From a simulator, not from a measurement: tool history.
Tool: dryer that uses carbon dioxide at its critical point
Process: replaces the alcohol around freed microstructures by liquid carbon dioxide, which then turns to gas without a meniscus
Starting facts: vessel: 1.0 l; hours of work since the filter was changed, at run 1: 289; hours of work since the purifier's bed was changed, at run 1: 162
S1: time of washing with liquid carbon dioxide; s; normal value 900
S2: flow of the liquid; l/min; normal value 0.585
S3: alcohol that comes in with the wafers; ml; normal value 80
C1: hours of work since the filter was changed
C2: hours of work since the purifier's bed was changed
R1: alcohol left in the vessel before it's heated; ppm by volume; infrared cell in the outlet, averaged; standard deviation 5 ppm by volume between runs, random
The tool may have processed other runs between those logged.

| run | hour | S1 | S2 | S3 | C1 | C2 | R1 |
|---|---|---|---|---|---|---|---|
| 1 | 0 | 900 | 0.585 | 80 | 289 | 162 | 67 |
| 2 | 18.5 | 900 | 0.585 | 80 | 295 | 169 | 52 |
| 3 | 27.4 | 900 | 0.585 | 80 | 298 | 171 | 57 |
| 4 | 47 | 900 | 0.585 | 80 | 305 | 178 | 68 |
| 5 | 63 | 900 | 0.585 | 80 | 310 | 183 | 77 |
| 6 | 78.2 | 900 | 0.947 | 80 | 315 | 188 | 35 |
| 7 | 93.1 | 900 | 0.947 | 80 | 320 | 193 | 50 |
| 8 | 105.8 | 900 | 0.539 | 80 | 324 | 197 | 92 |
| 9 | 127.7 | 900 | 0.539 | 80 | 331 | 204 | 99 |
| 10 | 138.8 | 660 | 0.585 | 80 | 335 | 208 | 266 |
| 11 | 149.8 | 660 | 0.585 | 80 | 339 | 212 | 268 |
| 12 | 166.6 | 660 | 0.585 | 80 | 344 | 217 | 277 |
| 13 | 180.7 | 900 | 0.567 | 58 | 349 | 222 | 71 |

What would each run have given without the hidden state, its run-to-run variation left as it was?
Hidden state at play: flow that reaches the vessel past the clogged filter, %; alcohol in the recycled carbon dioxide, ppm; drift of the gauge itself on alcohol_ppm, %.
| run | R1 |
|---|---|
| 1 | 28 |
| 2 | 10 |
| 3 | 15 |
| 4 | 24 |
| 5 | 33 |
| 6 | 0 |
| 7 | 11 |
| 8 | 39 |
| 9 | 43 |
| 10 | 173 |
| 11 | 177 |
| 12 | 181 |
| 13 | 19 |

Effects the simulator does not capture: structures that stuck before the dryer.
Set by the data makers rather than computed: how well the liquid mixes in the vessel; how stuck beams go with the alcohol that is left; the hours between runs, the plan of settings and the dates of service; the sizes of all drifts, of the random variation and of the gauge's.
